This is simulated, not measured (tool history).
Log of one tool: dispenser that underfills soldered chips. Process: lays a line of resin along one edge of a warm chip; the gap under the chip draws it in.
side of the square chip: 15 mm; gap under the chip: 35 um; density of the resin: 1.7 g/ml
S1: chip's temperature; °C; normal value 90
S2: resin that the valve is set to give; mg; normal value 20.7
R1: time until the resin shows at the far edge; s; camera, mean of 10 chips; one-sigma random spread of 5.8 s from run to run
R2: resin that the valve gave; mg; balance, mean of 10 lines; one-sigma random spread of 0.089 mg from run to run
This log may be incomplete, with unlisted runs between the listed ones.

run,day,S1,S2,R1,R2
1,0,90,20.7,772.1,19.55
2,0.183,90,20.7,846.6,19.75
# day 0.246: new syringe of resin
3,0.529,90,20.7,683.3,19.76
4,0.842,90,20.7,806.3,19.43
# day 1.004: new syringe of resin
5,1.029,90,20.7,603.2,19.58
6,1.258,90,20.7,696.6,19.44
7,1.446,90,26,756.6,24.49
8,1.625,90,26,836.2,24.3
# day 1.75: new syringe of resin
# day 1.821: dispensing valve cleaned and set on the balance
9,1.912,97,19.5,477.1,19.39
10,2.138,96,19.7,574.4,19.64
11,2.471,102,21.8,550.2,21.66
# day 2.554: new syringe of resin
12,2.742,102,21.8,423.5,21.77
13,2.908,79,22.2,1059.2,21.98
14,3.154,79,22.2,1222.1,21.95
# day 3.296: new syringe of resin
15,3.438,87,21.1,722.7,20.91

5 ways to go on from here, each from the tool as it stands after run 15. What would each give?
A,3.75,90,22.9,?,?
B,3.75,95,18.8,?,?
C,3.75,77,20.7,?,?
D,3.75,81,17.8,?,?
E,3.75,79,20.1,?,?

run,R1,R2
A,733.8,22.65
B,639.7,18.5
C,1213.7,20.23
D,1071,17.55
E,1153.7,19.79
What these runs would have given with no unlogged condition in the tool:
run,R1,R2
A,562.1,23.03
B,488.8,18.81
C,929,20.57
D,817.8,17.84
E,882.7,20.13

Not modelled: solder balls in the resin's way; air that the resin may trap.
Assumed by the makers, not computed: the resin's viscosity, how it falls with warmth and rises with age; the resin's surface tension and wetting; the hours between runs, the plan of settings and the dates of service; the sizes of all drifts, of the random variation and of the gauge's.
